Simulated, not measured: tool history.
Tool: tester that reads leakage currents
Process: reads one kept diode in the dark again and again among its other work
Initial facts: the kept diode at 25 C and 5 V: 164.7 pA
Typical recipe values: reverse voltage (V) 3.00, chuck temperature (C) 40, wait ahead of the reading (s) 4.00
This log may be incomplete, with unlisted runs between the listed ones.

| run | hour | reverse voltage (V) | chuck temperature (C) | wait ahead of the reading (s) | current that the tester gives (pA) |
|---|---|---|---|---|---|
| 1 | 0.0 | 3.00 | 40 | 4.00 | 461.31 |
| 2 | 80.1 | 3.00 | 40 | 4.00 | 462.00 |
| 3 | 131.6 | 3.00 | 40 | 4.00 | 457.58 |
| 4 | 194.8 | 3.00 | 52 | 4.00 | 1160.12 |
| 5 | 267.6 | 3.00 | 52 | 4.00 | 1155.19 |
| 6 | 310.8 | 3.00 | 52 | 4.00 | 1155.73 |
| 7 | 383.3 | 3.00 | 52 | 4.00 | 1156.82 |
| 8 | 454.9 | 3.00 | 40 | 4.00 | 456.33 |
| 9 | 556.2 | 3.00 | 40 | 4.00 | 453.71 |
| 10 | 625.5 | 3.00 | 40 | 4.00 | 452.67 |
|  | 683.4 | chuck's temperature calibrated |
| 11 | 707.8 | 19.84 | 40 | 4.00 | 939.83 |
| 12 | 798.4 | 19.84 | 40 | 4.00 | 941.44 |
| 13 | 868.6 | 3.00 | 35 | 4.00 | 291.85 |
| 14 | 951.2 | 3.00 | 35 | 4.00 | 293.45 |
|  | 1030.2 | chuck's temperature calibrated, once more |
| 15 | 1043.4 | 3.00 | 35 | 4.00 | 319.36 |
| 16 | 1142.4 | 3.00 | 26 | 4.00 | 149.66 |
| 17 | 1225.9 | 1.19 | 26 | 4.00 | 102.07 |
| 18 | 1272.3 | 1.19 | 26 | 4.00 | 102.78 |
| 19 | 1317.9 | 1.19 | 26 | 4.00 | 102.30 |
| 20 | 1404.5 | 3.00 | 40 | 8.49 | 474.00 |
| 21 | 1460.0 | 1.23 | 23 | 0.33 | 80.41 |
| 22 | 1533.1 | 1.23 | 23 | 0.33 | 80.26 |
| 23 | 1578.1 | 3.91 | 22 | 1.24 | 117.09 |
| 24 | 1623.8 | 3.91 | 22 | 1.24 | 117.24 |
| 25 | 1669.8 | 3.64 | 41 | 4.13 | 547.50 |
| 26 | 1745.6 | 3.64 | 41 | 4.13 | 546.08 |
| 27 | 1821.0 | 19.45 | 41 | 1.26 | 1074.96 |
| 28 | 1925.4 | 9.79 | 59 | 4.00 | 3120.25 |
| 29 | 2009.2 | 5.18 | 39 | 2.17 | 535.55 |
| 30 | 2104.1 | 15.18 | 38 | 2.17 | 768.67 |
| 31 | 2192.5 | 15.18 | 38 | 0.74 | 763.49 |
| 32 | 2266.2 | 1.45 | 40 | 1.09 | 345.65 |
| 33 | 2326.4 | 1.45 | 40 | 1.09 | 346.30 |
| 34 | 2420.4 | 1.45 | 40 | 1.09 | 343.95 |
|  | 2484.1 | probe card cleaned and baked |
| 35 | 2508.9 | 4.85 | 56 | 1.09 | 1871.58 |
| 36 | 2578.5 | 3.00 | 44 | 0.42 | 631.60 |
| 37 | 2644.1 | 3.00 | 44 | 0.42 | 624.38 |
| 38 | 2722.4 | 3.00 | 44 | 0.42 | 618.22 |
| 39 | 2822.1 | 5.04 | 21 | 5.35 | 109.96 |
| 40 | 2874.0 | 5.04 | 21 | 5.35 | 110.23 |

Measured result minus the same run's result without the hidden state. Both carry the same run-to-run variation, though not necessarily the same gauge scatter:
Hidden state at play: stray current of the dirty probe card, pA a volt; current scale over the true one, %; true chuck temperature over the reading, C; drift of the gauge itself on leakage_pa, %.
| run | current that the tester gives (pA) |
|---|---|
| 1 | -13.77 |
| 2 | -14.80 |
| 3 | -15.30 |
| 4 | -40.24 |
| 5 | -42.71 |
| 6 | -43.96 |
| 7 | -46.38 |
| 8 | -19.57 |
| 9 | -20.81 |
| 10 | -21.57 |
| 11 | -64.18 |
| 12 | -65.95 |
| 13 | -24.58 |
| 14 | -25.47 |
| 15 | +2.04 |
| 16 | +2.00 |
| 17 | +0.34 |
| 18 | +0.22 |
| 19 | +0.10 |
| 20 | -2.97 |
| 21 | +0.06 |
| 22 | -0.09 |
| 23 | +2.04 |
| 24 | +1.92 |
| 25 | -7.01 |
| 26 | -8.08 |
| 27 | -3.45 |
| 28 | -67.54 |
| 29 | -9.95 |
| 30 | -6.03 |
| 31 | -7.39 |
| 32 | -11.33 |
| 33 | -12.01 |
| 34 | -12.83 |
| 35 | -78.55 |
| 36 | -29.52 |
| 37 | -30.46 |
| 38 | -31.63 |
| 39 | -6.23 |
| 40 | -6.34 |

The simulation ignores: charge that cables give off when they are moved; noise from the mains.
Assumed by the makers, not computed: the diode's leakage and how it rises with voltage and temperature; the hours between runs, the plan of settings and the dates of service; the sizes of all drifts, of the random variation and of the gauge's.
